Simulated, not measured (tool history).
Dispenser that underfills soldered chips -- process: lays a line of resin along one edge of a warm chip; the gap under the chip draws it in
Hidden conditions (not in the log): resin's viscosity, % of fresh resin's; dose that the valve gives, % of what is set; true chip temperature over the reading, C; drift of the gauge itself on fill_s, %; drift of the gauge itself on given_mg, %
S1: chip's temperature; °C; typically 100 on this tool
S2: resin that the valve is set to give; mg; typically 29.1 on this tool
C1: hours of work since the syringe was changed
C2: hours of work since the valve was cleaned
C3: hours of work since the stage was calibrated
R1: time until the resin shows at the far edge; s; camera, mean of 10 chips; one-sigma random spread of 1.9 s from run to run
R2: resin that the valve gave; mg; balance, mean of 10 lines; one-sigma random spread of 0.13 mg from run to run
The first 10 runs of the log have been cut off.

{"hour": 85.9, "done": "new syringe of resin"}
{"run": 11, "hour": 90.1, "S1": 100, "S2": 29.1, "C1": 3, "C2": 14, "C3": 262, "R1": 233.8, "R2": 28.88}
{"hour": 93.9, "done": "new syringe of resin"}
{"run": 12, "hour": 96.1, "S1": 100, "S2": 29.1, "C1": 2, "C2": 18, "C3": 266, "R1": 224.1, "R2": 28.42}
{"hour": 101.7, "done": "new syringe of resin"}
{"run": 13, "hour": 104.9, "S1": 100, "S2": 29.1, "C1": 2, "C2": 25, "C3": 273, "R1": 221.6, "R2": 28.52}
{"hour": 109.2, "done": "new syringe of resin"}
{"run": 14, "hour": 114.1, "S1": 100, "S2": 29.1, "C1": 4, "C2": 32, "C3": 279, "R1": 238.5, "R2": 28.51}
{"hour": 116.7, "done": "new syringe of resin"}
{"run": 15, "hour": 122.6, "S1": 100, "S2": 29.1, "C1": 4, "C2": 38, "C3": 286, "R1": 253.1, "R2": 28.57}
{"hour": 124.8, "done": "new syringe of resin"}
{"hour": 132.8, "done": "new syringe of resin"}
{"run": 16, "hour": 132.9, "S1": 89, "S2": 29.1, "C1": 0, "C2": 45, "C3": 293, "R1": 331.7, "R2": 28.31}
{"hour": 140.4, "done": "new syringe of resin"}
{"run": 17, "hour": 144.5, "S1": 111, "S2": 29.1, "C1": 3, "C2": 54, "C3": 302, "R1": 146.0, "R2": 28.03}
{"hour": 148.0, "done": "new syringe of resin"}
{"run": 18, "hour": 151.4, "S1": 104, "S2": 36.8, "C1": 3, "C2": 59, "C3": 307, "R1": 191.3, "R2": 35.57}
{"hour": 155.5, "done": "new syringe of resin"}
{"run": 19, "hour": 162.0, "S1": 92, "S2": 33.0, "C1": 5, "C2": 67, "C3": 315, "R1": 361.7, "R2": 31.6}
{"hour": 164.0, "done": "new syringe of resin"}
{"run": 20, "hour": 171.1, "S1": 97, "S2": 30.5, "C1": 5, "C2": 74, "C3": 321, "R1": 300.8, "R2": 29.1}
{"hour": 172.4, "done": "new syringe of resin"}
{"hour": 179.8, "done": "new syringe of resin"}
{"run": 21, "hour": 179.8, "S1": 88, "S2": 29.1, "C1": 0, "C2": 80, "C3": 327, "R1": 361.0, "R2": 27.71}
{"hour": 187.4, "done": "new syringe of resin"}
{"run": 22, "hour": 187.7, "S1": 114, "S2": 36.8, "C1": 0, "C2": 86, "C3": 333, "R1": 109.9, "R2": 34.94}
{"hour": 195.6, "done": "new syringe of resin"}
{"run": 23, "hour": 197.2, "S1": 114, "S2": 36.8, "C1": 1, "C2": 93, "C3": 340, "R1": 114.9, "R2": 34.9}
{"hour": 203.0, "done": "new syringe of resin"}
{"run": 24, "hour": 203.8, "S1": 106, "S2": 30.5, "C1": 1, "C2": 97, "C3": 345, "R1": 162.8, "R2": 28.59}
{"hour": 207.4, "done": "dispensing valve cleaned and set on the balance"}
{"hour": 211.5, "done": "new syringe of resin"}
{"run": 25, "hour": 216.1, "S1": 107, "S2": 26.3, "C1": 4, "C2": 6, "C3": 354, "R1": 177.2, "R2": 26.45}
{"hour": 219.4, "done": "new syringe of resin"}
{"run": 26, "hour": 221.9, "S1": 107, "S2": 26.3, "C1": 2, "C2": 11, "C3": 358, "R1": 166.1, "R2": 26.03}
{"hour": 227.0, "done": "new syringe of resin"}
{"run": 27, "hour": 228.2, "S1": 107, "S2": 26.3, "C1": 1, "C2": 15, "C3": 362, "R1": 160.9, "R2": 26.37}
{"hour": 234.7, "done": "new syringe of resin"}
{"run": 28, "hour": 236.9, "S1": 107, "S2": 26.3, "C1": 2, "C2": 22, "C3": 369, "R1": 169.6, "R2": 26.18}
{"hour": 243.0, "done": "new syringe of resin"}
{"run": 29, "hour": 246.2, "S1": 98, "S2": 28.7, "C1": 2, "C2": 29, "C3": 376, "R1": 257.8, "R2": 28.26}
{"hour": 250.8, "done": "new syringe of resin"}
{"run": 30, "hour": 257.7, "S1": 92, "S2": 28.7, "C1": 5, "C2": 37, "C3": 384, "R1": 382.7, "R2": 28.16}
{"hour": 258.5, "done": "new syringe of resin"}
{"hour": 266.3, "done": "new syringe of resin"}
{"run": 31, "hour": 268.8, "S1": 93, "S2": 31.4, "C1": 2, "C2": 45, "C3": 392, "R1": 305.0, "R2": 30.72}
{"hour": 273.8, "done": "new syringe of resin"}
{"run": 32, "hour": 274.8, "S1": 109, "S2": 30.3, "C1": 1, "C2": 49, "C3": 396, "R1": 139.3, "R2": 29.5}
{"hour": 281.5, "done": "new syringe of resin"}
{"run": 33, "hour": 285.9, "S1": 108, "S2": 37.0, "C1": 3, "C2": 58, "C3": 405, "R1": 162.3, "R2": 35.49}

Here are 3 independent what-if runs from the current tool condition. What would each one return?
{"hour": 289.2, "done": "new syringe of resin"}
{"hour": 297.2, "done": "new syringe of resin"}
{"run": "A", "hour": 297.9, "S1": 94, "S2": 37.0, "C1": 1, "C2": 66, "C3": 413, "R1": "?", "R2": "?"}
{"hour": 289.2, "done": "new syringe of resin"}
{"hour": 297.2, "done": "new syringe of resin"}
{"run": "B", "hour": 297.9, "S1": 93, "S2": 32.4, "C1": 1, "C2": 66, "C3": 413, "R1": "?", "R2": "?"}
{"hour": 289.2, "done": "new syringe of resin"}
{"hour": 297.2, "done": "new syringe of resin"}
{"run": "C", "hour": 297.9, "S1": 100, "S2": 26.3, "C1": 1, "C2": 66, "C3": 413, "R1": "?", "R2": "?"}

run=A R1=277.4 R2=35.74
run=B R1=297.4 R2=31.30
run=C R1=219.4 R2=25.49
Without the tool's hidden state the same runs would have given:
run=A R1=241.4 R2=37.08
run=B R1=258.2 R2=32.47
run=C R1=190.1 R2=26.43

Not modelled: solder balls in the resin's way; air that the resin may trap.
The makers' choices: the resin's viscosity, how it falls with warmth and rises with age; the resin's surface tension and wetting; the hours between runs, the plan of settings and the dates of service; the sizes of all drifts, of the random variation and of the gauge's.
